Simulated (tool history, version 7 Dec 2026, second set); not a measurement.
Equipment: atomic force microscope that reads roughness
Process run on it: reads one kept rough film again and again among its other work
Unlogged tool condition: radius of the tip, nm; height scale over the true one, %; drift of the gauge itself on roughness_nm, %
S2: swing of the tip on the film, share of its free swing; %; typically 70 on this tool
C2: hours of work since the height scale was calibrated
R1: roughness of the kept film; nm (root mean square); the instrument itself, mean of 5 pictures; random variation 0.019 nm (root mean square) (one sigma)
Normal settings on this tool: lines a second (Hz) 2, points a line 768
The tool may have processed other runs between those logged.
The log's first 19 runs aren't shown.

At hour 154.3: height scale calibrated on a step standard, once more.
Run 20, hour 156.1: usual settings but lines a second (Hz) 2.92; pictures with this tip 51; C2 1. Result: R1 3.252 nm (root mean square).
Run 21, hour 165: usual settings but lines a second (Hz) 2.92; pictures with this tip 65; C2 6. Result: R1 3.084 nm (root mean square).
At hour 173.5: new tip fitted.
Run 22, hour 175.6: usual settings but lines a second (Hz) 2.92, S2 65 %, points a line 799; pictures with this tip 3; C2 11. Result: R1 4.326 nm (root mean square).
Run 23, hour 182.2: usual settings but lines a second (Hz) 2.8, S2 79 %; pictures with this tip 14; C2 14. Result: R1 3.758 nm (root mean square).
Run 24, hour 192.1: usual settings but lines a second (Hz) 0.55, S2 66 %, points a line 649; pictures with this tip 29; C2 20. Result: R1 4.034 nm (root mean square).
Run 25, hour 201.5: usual settings but points a line 339; pictures with this tip 44; C2 25. Result: R1 3.524 nm (root mean square).
Run 26, hour 209.7: usual settings but lines a second (Hz) 1.78, points a line 378; pictures with this tip 57; C2 29. Result: R1 3.325 nm (root mean square).
Run 27, hour 214.5: usual settings but lines a second (Hz) 0.67, S2 61 %, points a line 399; pictures with this tip 65; C2 32. Result: R1 3.383 nm (root mean square).
At hour 224.1: new tip fitted.
Run 28, hour 226: usual settings but lines a second (Hz) 1.98, S2 86 %, points a line 358; pictures with this tip 3; C2 37. Result: R1 4.022 nm (root mean square).
Run 29, hour 237.8: usual settings but lines a second (Hz) 0.77, S2 63 %, points a line 390; pictures with this tip 22; C2 44. Result: R1 4.174 nm (root mean square).

What does the tool deliver on the next run?
Run 30, hour 243: usual settings but lines a second (Hz) 0.77, S2 63 %, points a line 390; pictures with this tip 30; C2 46. Result: R1 ?.

{"run 30": {"R1": 3.98}}
Had the tool carried no hidden state, the very same run would have given R1 4.759 nm (root mean square).
